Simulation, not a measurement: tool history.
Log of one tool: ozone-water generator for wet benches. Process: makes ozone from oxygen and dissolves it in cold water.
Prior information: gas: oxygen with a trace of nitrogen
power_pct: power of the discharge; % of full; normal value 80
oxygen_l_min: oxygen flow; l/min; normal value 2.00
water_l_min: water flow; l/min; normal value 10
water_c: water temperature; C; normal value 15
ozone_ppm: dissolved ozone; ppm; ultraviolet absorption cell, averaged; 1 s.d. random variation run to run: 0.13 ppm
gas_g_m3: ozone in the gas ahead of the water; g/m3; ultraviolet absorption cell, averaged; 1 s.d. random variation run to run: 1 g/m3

{"run": 1, "hour": 0.0, "power_pct": 80, "oxygen_l_min": 2.0, "water_l_min": 10, "water_c": 15, "ozone_ppm": 14.0, "gas_g_m3": 169.5}
{"run": 2, "hour": 40.3, "power_pct": 80, "oxygen_l_min": 2.0, "water_l_min": 10, "water_c": 15, "ozone_ppm": 14.1, "gas_g_m3": 170.2}
{"run": 3, "hour": 65.9, "power_pct": 80, "oxygen_l_min": 2.0, "water_l_min": 10, "water_c": 15, "ozone_ppm": 14.3, "gas_g_m3": 170.5}
{"run": 4, "hour": 108.6, "power_pct": 80, "oxygen_l_min": 2.0, "water_l_min": 10, "water_c": 15, "ozone_ppm": 14.0, "gas_g_m3": 168.4}
{"run": 5, "hour": 147.8, "power_pct": 80, "oxygen_l_min": 2.0, "water_l_min": 10, "water_c": 15, "ozone_ppm": 13.9, "gas_g_m3": 170.9}
{"run": 6, "hour": 189.4, "power_pct": 80, "oxygen_l_min": 2.0, "water_l_min": 10, "water_c": 15, "ozone_ppm": 14.3, "gas_g_m3": 168.6}
{"run": 7, "hour": 216.7, "power_pct": 80, "oxygen_l_min": 2.0, "water_l_min": 10, "water_c": 15, "ozone_ppm": 14.0, "gas_g_m3": 169.0}
{"run": 8, "hour": 235.6, "power_pct": 80, "oxygen_l_min": 2.0, "water_l_min": 10, "water_c": 15, "ozone_ppm": 14.1, "gas_g_m3": 167.3}
{"run": 9, "hour": 269.5, "power_pct": 80, "oxygen_l_min": 2.0, "water_l_min": 10, "water_c": 15, "ozone_ppm": 13.9, "gas_g_m3": 169.1}
{"run": 10, "hour": 295.8, "power_pct": 80, "oxygen_l_min": 2.0, "water_l_min": 10, "water_c": 15, "ozone_ppm": 14.0, "gas_g_m3": 167.8}
{"run": 11, "hour": 335.4, "power_pct": 80, "oxygen_l_min": 2.0, "water_l_min": 10, "water_c": 15, "ozone_ppm": 13.9, "gas_g_m3": 168.6}
{"run": 12, "hour": 355.2, "power_pct": 80, "oxygen_l_min": 2.0, "water_l_min": 10, "water_c": 15, "ozone_ppm": 13.9, "gas_g_m3": 166.8}
{"run": 13, "hour": 391.5, "power_pct": 80, "oxygen_l_min": 2.0, "water_l_min": 10, "water_c": 15, "ozone_ppm": 14.0, "gas_g_m3": 166.7}
{"hour": 395.8, "done": "water thermometer calibrated"}
{"run": 14, "hour": 420.4, "power_pct": 80, "oxygen_l_min": 2.0, "water_l_min": 10, "water_c": 15, "ozone_ppm": 13.9, "gas_g_m3": 167.7}
{"run": 15, "hour": 450.7, "power_pct": 80, "oxygen_l_min": 2.0, "water_l_min": 10, "water_c": 15, "ozone_ppm": 13.9, "gas_g_m3": 168.6}
{"run": 16, "hour": 482.1, "power_pct": 80, "oxygen_l_min": 2.0, "water_l_min": 10, "water_c": 15, "ozone_ppm": 13.8, "gas_g_m3": 168.1}
{"run": 17, "hour": 500.8, "power_pct": 50, "oxygen_l_min": 2.0, "water_l_min": 10, "water_c": 15, "ozone_ppm": 9.8, "gas_g_m3": 116.2}
{"run": 18, "hour": 532.4, "power_pct": 50, "oxygen_l_min": 2.0, "water_l_min": 10, "water_c": 15, "ozone_ppm": 9.7, "gas_g_m3": 117.2}
{"run": 19, "hour": 568.0, "power_pct": 70, "oxygen_l_min": 1.99, "water_l_min": 8, "water_c": 13, "ozone_ppm": 15.4, "gas_g_m3": 151.8}
{"run": 20, "hour": 599.2, "power_pct": 82, "oxygen_l_min": 3.24, "water_l_min": 11, "water_c": 9, "ozone_ppm": 15.0, "gas_g_m3": 136.0}
{"hour": 615.8, "done": "water thermometer calibrated, once more"}
{"run": 21, "hour": 624.0, "power_pct": 82, "oxygen_l_min": 1.94, "water_l_min": 9, "water_c": 9, "ozone_ppm": 16.3, "gas_g_m3": 172.4}
{"run": 22, "hour": 652.4, "power_pct": 80, "oxygen_l_min": 1.3, "water_l_min": 13, "water_c": 15, "ozone_ppm": 9.9, "gas_g_m3": 205.3}
{"run": 23, "hour": 696.8, "power_pct": 80, "oxygen_l_min": 3.44, "water_l_min": 10, "water_c": 12, "ozone_ppm": 15.0, "gas_g_m3": 129.7}
{"run": 24, "hour": 715.9, "power_pct": 62, "oxygen_l_min": 3.44, "water_l_min": 7, "water_c": 12, "ozone_ppm": 16.2, "gas_g_m3": 106.3}
{"run": 25, "hour": 734.4, "power_pct": 54, "oxygen_l_min": 2.51, "water_l_min": 8, "water_c": 8, "ozone_ppm": 14.0, "gas_g_m3": 109.4}
{"run": 26, "hour": 760.7, "power_pct": 44, "oxygen_l_min": 2.51, "water_l_min": 8, "water_c": 8, "ozone_ppm": 12.0, "gas_g_m3": 95.5}
{"run": 27, "hour": 794.2, "power_pct": 98, "oxygen_l_min": 1.6, "water_l_min": 12, "water_c": 10, "ozone_ppm": 13.6, "gas_g_m3": 217.4}
{"run": 28, "hour": 822.3, "power_pct": 98, "oxygen_l_min": 1.6, "water_l_min": 12, "water_c": 10, "ozone_ppm": 13.4, "gas_g_m3": 216.6}
{"run": 29, "hour": 855.4, "power_pct": 67, "oxygen_l_min": 1.6, "water_l_min": 14, "water_c": 15, "ozone_ppm": 8.4, "gas_g_m3": 161.5}
{"run": 30, "hour": 900.9, "power_pct": 67, "oxygen_l_min": 1.6, "water_l_min": 14, "water_c": 15, "ozone_ppm": 8.3, "gas_g_m3": 161.9}
{"run": 31, "hour": 944.2, "power_pct": 85, "oxygen_l_min": 3.16, "water_l_min": 16, "water_c": 20, "ozone_ppm": 9.6, "gas_g_m3": 137.5}
{"run": 32, "hour": 972.9, "power_pct": 53, "oxygen_l_min": 3.16, "water_l_min": 11, "water_c": 20, "ozone_ppm": 9.1, "gas_g_m3": 97.5}
{"run": 33, "hour": 1000.5, "power_pct": 76, "oxygen_l_min": 3.07, "water_l_min": 11, "water_c": 9, "ozone_ppm": 13.7, "gas_g_m3": 130.7}
{"run": 34, "hour": 1020.6, "power_pct": 60, "oxygen_l_min": 1.2, "water_l_min": 15, "water_c": 9, "ozone_ppm": 6.8, "gas_g_m3": 170.9}

Selected run-to-run steps in ozone_ppm, each split into two signed amounts: the part the tool would show with no hidden state at all (from settings, incoming material and random variation), and the remainder, which goes to the hidden state together with any gauge scatter not common to the measured and the hidden-state-free results:
The hidden state here: yield of the discharge, % of new electrodes'; contactor's efficiency, % of a clean one's; true water temperature over the reading, C; drift of the gauge itself on ozone_ppm, %; drift of the gauge itself on gas_g_m3, %.
Run 18 -> 19: power_pct 50 -> 70, oxygen_l_min 2.00 -> 1.99, water_l_min 10 -> 8, water_c 15 -> 13. ozone_ppm +5.7 ppm: hidden state -0.4, all else +6.1.
Run 21 -> 22: power_pct 82 -> 80, oxygen_l_min 1.94 -> 1.30, water_l_min 9 -> 13, water_c 9 -> 15. ozone_ppm -6.4 ppm: hidden state +0.4, all else -6.8.
Run 26 -> 27: power_pct 44 -> 98, oxygen_l_min 2.51 -> 1.60, water_l_min 8 -> 12, water_c 8 -> 10. ozone_ppm +1.6 ppm: hidden state -0.5, all else +2.1.
Run 28 -> 29: power_pct 98 -> 67, water_l_min 12 -> 14, water_c 10 -> 15. ozone_ppm -5.0 ppm: hidden state +0.6, all else -5.6.
Run 33 -> 34: power_pct 76 -> 60, oxygen_l_min 3.07 -> 1.20, water_l_min 11 -> 15. ozone_ppm -6.9 ppm: hidden state +0.7, all else -7.6.

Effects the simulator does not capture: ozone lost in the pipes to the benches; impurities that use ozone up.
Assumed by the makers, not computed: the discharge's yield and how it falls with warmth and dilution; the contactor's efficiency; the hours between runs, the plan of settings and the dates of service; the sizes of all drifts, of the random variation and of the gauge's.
